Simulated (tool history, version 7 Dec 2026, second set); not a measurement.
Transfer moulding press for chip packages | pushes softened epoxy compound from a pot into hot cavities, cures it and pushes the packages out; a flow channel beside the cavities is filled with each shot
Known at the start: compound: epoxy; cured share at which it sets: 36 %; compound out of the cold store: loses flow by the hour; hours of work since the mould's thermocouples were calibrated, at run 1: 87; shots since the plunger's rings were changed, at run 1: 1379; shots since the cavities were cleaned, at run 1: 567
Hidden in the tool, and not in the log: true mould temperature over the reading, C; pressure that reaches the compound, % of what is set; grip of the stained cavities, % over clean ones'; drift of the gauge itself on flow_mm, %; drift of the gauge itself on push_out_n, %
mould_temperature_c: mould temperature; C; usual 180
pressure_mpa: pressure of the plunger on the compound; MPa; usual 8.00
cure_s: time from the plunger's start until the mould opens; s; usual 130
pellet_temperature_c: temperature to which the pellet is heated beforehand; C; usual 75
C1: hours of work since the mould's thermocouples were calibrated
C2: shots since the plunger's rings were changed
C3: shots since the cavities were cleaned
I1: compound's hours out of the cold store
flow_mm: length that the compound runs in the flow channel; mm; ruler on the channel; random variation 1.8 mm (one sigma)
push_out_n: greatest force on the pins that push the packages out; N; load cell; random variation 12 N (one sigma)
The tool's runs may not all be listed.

run 1 hour=0.0 | mould_temperature_c=180 pressure_mpa=8.00 cure_s=130 pellet_temperature_c=75 | C1=87 C2=1379 C3=567 | I1=23.0 | flow_mm=787 push_out_n=1055
run 2 hour=11.8 | mould_temperature_c=180 pressure_mpa=8.55 cure_s=130 pellet_temperature_c=75 | C1=92 C2=1453 C3=641 | I1=27.6 | flow_mm=802 push_out_n=1088
run 3 hour=20.6 | mould_temperature_c=180 pressure_mpa=8.55 cure_s=130 pellet_temperature_c=75 | C1=96 C2=1508 C3=696 | I1=38.3 | flow_mm=784 push_out_n=1063
run 4 hour=27.9 | mould_temperature_c=180 pressure_mpa=8.55 cure_s=130 pellet_temperature_c=75 | C1=99 C2=1554 C3=742 | I1=16.4 | flow_mm=826 push_out_n=1142
run 5 hour=38.9 | mould_temperature_c=180 pressure_mpa=8.55 cure_s=130 pellet_temperature_c=75 | C1=104 C2=1624 C3=812 | I1=28.5 | flow_mm=802 push_out_n=1095
run 6 hour=50.4 | mould_temperature_c=180 pressure_mpa=8.55 cure_s=130 pellet_temperature_c=75 | C1=109 C2=1696 C3=884 | I1=8.0 | flow_mm=842 push_out_n=1177
run 7 hour=58.6 | mould_temperature_c=180 pressure_mpa=7.42 cure_s=130 pellet_temperature_c=75 | C1=112 C2=1747 C3=935 | I1=44.6 | flow_mm=713 push_out_n=1154
-- hour=65.6 cavities cleaned with cleaning compound and waxed
run 8 hour=69.2 | mould_temperature_c=180 pressure_mpa=8.00 cure_s=130 pellet_temperature_c=65 | C1=116 C2=1804 C3=22 | I1=10.4 | flow_mm=811 push_out_n=610
run 9 hour=79.7 | mould_temperature_c=180 pressure_mpa=8.00 cure_s=130 pellet_temperature_c=65 | C1=121 C2=1870 C3=88 | I1=9.6 | flow_mm=810 push_out_n=704
run 10 hour=87.7 | mould_temperature_c=180 pressure_mpa=8.00 cure_s=130 pellet_temperature_c=82 | C1=124 C2=1920 C3=138 | I1=18.0 | flow_mm=794 push_out_n=726
run 11 hour=98.0 | mould_temperature_c=180 pressure_mpa=8.00 cure_s=130 pellet_temperature_c=82 | C1=128 C2=1985 C3=203 | I1=21.6 | flow_mm=784 push_out_n=806
run 12 hour=109.6 | mould_temperature_c=178 pressure_mpa=8.00 cure_s=130 pellet_temperature_c=75 | C1=133 C2=2058 C3=276 | I1=30.5 | flow_mm=778 push_out_n=962
-- hour=112.5 mould's thermocouples calibrated
run 13 hour=123.6 | mould_temperature_c=180 pressure_mpa=8.61 cure_s=130 pellet_temperature_c=75 | C1=5 C2=2133 C3=351 | I1=22.5 | flow_mm=813 push_out_n=886
run 14 hour=130.5 | mould_temperature_c=180 pressure_mpa=8.61 cure_s=130 pellet_temperature_c=75 | C1=8 C2=2177 C3=395 | I1=43.6 | flow_mm=769 push_out_n=934
-- hour=142.3 mould's thermocouples calibrated, once more
run 15 hour=145.1 | mould_temperature_c=187 pressure_mpa=8.93 cure_s=130 pellet_temperature_c=68 | C1=1 C2=2256 C3=474 | I1=13.1 | flow_mm=807 push_out_n=786
run 16 hour=154.0 | mould_temperature_c=187 pressure_mpa=8.93 cure_s=130 pellet_temperature_c=68 | C1=5 C2=2311 C3=529 | I1=26.2 | flow_mm=773 push_out_n=823
run 17 hour=164.9 | mould_temperature_c=183 pressure_mpa=9.89 cure_s=136 pellet_temperature_c=67 | C1=10 C2=2380 C3=598 | I1=31.4 | flow_mm=830 push_out_n=894
run 18 hour=175.9 | mould_temperature_c=183 pressure_mpa=6.74 cure_s=111 pellet_temperature_c=67 | C1=14 C2=2449 C3=667 | I1=35.4 | flow_mm=677 push_out_n=1150
run 19 hour=185.9 | mould_temperature_c=177 pressure_mpa=6.74 cure_s=111 pellet_temperature_c=67 | C1=19 C2=2511 C3=729 | I1=43.3 | flow_mm=690 push_out_n=1820
run 20 hour=198.3 | mould_temperature_c=188 pressure_mpa=8.41 cure_s=147 pellet_temperature_c=74 | C1=24 C2=2589 C3=807 | I1=44.4 | flow_mm=716 push_out_n=870
run 21 hour=209.0 | mould_temperature_c=173 pressure_mpa=7.96 cure_s=148 pellet_temperature_c=75 | C1=29 C2=2657 C3=875 | I1=19.9 | flow_mm=822 push_out_n=1532
run 22 hour=218.3 | mould_temperature_c=173 pressure_mpa=7.96 cure_s=148 pellet_temperature_c=75 | C1=33 C2=2715 C3=933 | I1=42.9 | flow_mm=771 push_out_n=1486
-- hour=225.8 cavities cleaned with cleaning compound and waxed
run 23 hour=230.2 | mould_temperature_c=180 pressure_mpa=6.57 cure_s=165 pellet_temperature_c=66 | C1=37 C2=2780 C3=27 | I1=12.5 | flow_mm=722 push_out_n=489
run 24 hour=235.8 | mould_temperature_c=182 pressure_mpa=6.57 cure_s=131 pellet_temperature_c=66 | C1=39 C2=2815 C3=62 | I1=30.9 | flow_mm=676 push_out_n=588
run 25 hour=243.7 | mould_temperature_c=187 pressure_mpa=8.30 cure_s=131 pellet_temperature_c=71 | C1=43 C2=2865 C3=112 | I1=30.5 | flow_mm=738 push_out_n=560
run 26 hour=251.7 | mould_temperature_c=175 pressure_mpa=9.79 cure_s=166 pellet_temperature_c=74 | C1=46 C2=2915 C3=162 | I1=40.9 | flow_mm=849 push_out_n=669
run 27 hour=262.3 | mould_temperature_c=173 pressure_mpa=9.08 cure_s=151 pellet_temperature_c=84 | C1=51 C2=2982 C3=229 | I1=31.9 | flow_mm=845 push_out_n=967
run 28 hour=270.5 | mould_temperature_c=180 pressure_mpa=9.34 cure_s=130 pellet_temperature_c=75 | C1=54 C2=3034 C3=281 | I1=24.3 | flow_mm=826 push_out_n=835

Hidden state or all else? Some run-to-run changes of flow_mm, split into what the settings, what came in and random variation would give without the hidden state, and what is left for the hidden state (with any gauge scatter that isn't in both results):
Run 6 -> 7: pressure_mpa 8.55 -> 7.42. flow_mm -129 mm: hidden state +1, all else -130.
Run 17 -> 18: pressure_mpa 9.89 -> 6.74, cure_s 136 -> 111. flow_mm -153 mm: hidden state +4, all else -157.
Run 20 -> 21: mould_temperature_c 188 -> 173, pressure_mpa 8.41 -> 7.96, cure_s 147 -> 148, pellet_temperature_c 74 -> 75. flow_mm +106 mm: hidden state -5, all else +111.
Run 25 -> 26: mould_temperature_c 187 -> 175, pressure_mpa 8.30 -> 9.79, cure_s 131 -> 166, pellet_temperature_c 71 -> 74. flow_mm +111 mm: hidden state -5, all else +116.
